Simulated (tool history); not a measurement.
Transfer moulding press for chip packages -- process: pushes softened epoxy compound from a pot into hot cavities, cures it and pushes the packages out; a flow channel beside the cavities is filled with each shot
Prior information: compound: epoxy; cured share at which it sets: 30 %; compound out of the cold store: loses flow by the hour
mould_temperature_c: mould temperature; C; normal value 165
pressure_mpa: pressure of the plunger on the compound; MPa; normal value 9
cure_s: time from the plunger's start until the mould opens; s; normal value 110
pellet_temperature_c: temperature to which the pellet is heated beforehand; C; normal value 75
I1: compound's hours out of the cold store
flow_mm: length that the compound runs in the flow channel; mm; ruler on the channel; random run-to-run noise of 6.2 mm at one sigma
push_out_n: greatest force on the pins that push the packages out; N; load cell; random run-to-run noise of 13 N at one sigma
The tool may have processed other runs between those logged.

Run 1, hour 0: usual settings; I1 30.9. Result: flow_mm 652 mm, push_out_n 933 N.
At hour 20.5: cavities cleaned with cleaning compound and waxed.
Run 2, hour 55.5: usual settings but cure_s 121 s; I1 45.1. Result: flow_mm 612 mm, push_out_n 735 N.
At hour 85.5: cavities cleaned with cleaning compound and waxed.
Run 3, hour 119.6: usual settings; I1 34.5. Result: flow_mm 632 mm, push_out_n 856 N.
At hour 153.8: cavities cleaned with cleaning compound and waxed.
Run 4, hour 170.2: usual settings; I1 47.9. Result: flow_mm 591 mm, push_out_n 695 N.
At hour 223.3: cavities cleaned with cleaning compound and waxed.
Run 5, hour 244.1: usual settings; I1 31.9. Result: flow_mm 610 mm, push_out_n 753 N.
At hour 291.2: cavities cleaned with cleaning compound and waxed.
Run 6, hour 298.8: usual settings but pellet_temperature_c 74 C; I1 20.8. Result: flow_mm 640 mm, push_out_n 672 N.
At hour 360.4: cavities cleaned with cleaning compound and waxed.
Run 7, hour 360.4: usual settings; I1 28.4. Result: flow_mm 616 mm, push_out_n 610 N.
Run 8, hour 409.7: usual settings; I1 24.4. Result: flow_mm 620 mm, push_out_n 934 N.
At hour 426.2: cavities cleaned with cleaning compound and waxed.
Run 9, hour 468.3: usual settings; I1 34.3. Result: flow_mm 592 mm, push_out_n 902 N.
At hour 497.5: cavities cleaned with cleaning compound and waxed.
Run 10, hour 528.9: usual settings; I1 27.8. Result: flow_mm 602 mm, push_out_n 843 N.
At hour 563.8: cavities cleaned with cleaning compound and waxed.
Run 11, hour 626.2: usual settings; I1 45.2. Result: flow_mm 550 mm, push_out_n 946 N.
At hour 632.8: cavities cleaned with cleaning compound and waxed.
Run 12, hour 676.2: usual settings; I1 10.7. Result: flow_mm 612 mm, push_out_n 884 N.
At hour 698.6: cavities cleaned with cleaning compound and waxed.
At hour 716.1: plunger's sealing rings changed.
Run 13, hour 720: usual settings but cure_s 113 s; I1 24.1. Result: flow_mm 671 mm, push_out_n 695 N.
At hour 734.6: mould's thermocouples calibrated.
At hour 772.8: cavities cleaned with cleaning compound and waxed.
Run 14, hour 800.5: usual settings but cure_s 113 s; I1 13.7. Result: flow_mm 686 mm, push_out_n 797 N.
At hour 841.5: cavities cleaned with cleaning compound and waxed.
Run 15, hour 843.4: usual settings but mould_temperature_c 172 C, pressure_mpa 8.47 MPa, cure_s 90 s, pellet_temperature_c 78 C; I1 12.7. Result: flow_mm 640 mm, push_out_n 597 N.
Run 16, hour 894.3: usual settings but cure_s 137 s, pellet_temperature_c 66 C; I1 29.7. Result: flow_mm 640 mm, push_out_n 732 N.
At hour 909.5: cavities cleaned with cleaning compound and waxed.
At hour 975.1: cavities cleaned with cleaning compound and waxed.
Run 17, hour 983.4: usual settings but pressure_mpa 7.3 MPa, pellet_temperature_c 74 C; I1 14.4. Result: flow_mm 608 mm, push_out_n 731 N.
At hour 1040.8: cavities cleaned with cleaning compound and waxed.
Run 18, hour 1040.8: usual settings but pressure_mpa 7.3 MPa, pellet_temperature_c 74 C; I1 26.9. Result: flow_mm 569 mm, push_out_n 618 N.
Run 19, hour 1091.6: usual settings but mould_temperature_c 168 C, pellet_temperature_c 77 C; I1 21.5. Result: flow_mm 625 mm, push_out_n 818 N.
At hour 1109.2: cavities cleaned with cleaning compound and waxed.
Run 20, hour 1133.1: usual settings but pellet_temperature_c 81 C; I1 16.5. Result: flow_mm 633 mm, push_out_n 803 N.
At hour 1176: cavities cleaned with cleaning compound and waxed.
Run 21, hour 1178.7: usual settings but mould_temperature_c 164 C, pressure_mpa 8.71 MPa, cure_s 134 s, pellet_temperature_c 77 C; I1 43.5. Result: flow_mm 582 mm, push_out_n 500 N.

What will run 22 give?
At hour 1241.8: cavities cleaned with cleaning compound and waxed.
Run 22, hour 1241.8: usual settings but mould_temperature_c 164 C, pressure_mpa 8.71 MPa, cure_s 117 s, pellet_temperature_c 67 C; I1 42.3. Result: flow_mm ?, push_out_n ?.

flow_mm: 575 mm
push_out_n: 573 N
On a tool with no hidden condition, and with the same random variation, this run would have come out at flow_mm 630 mm, push_out_n 581 N.
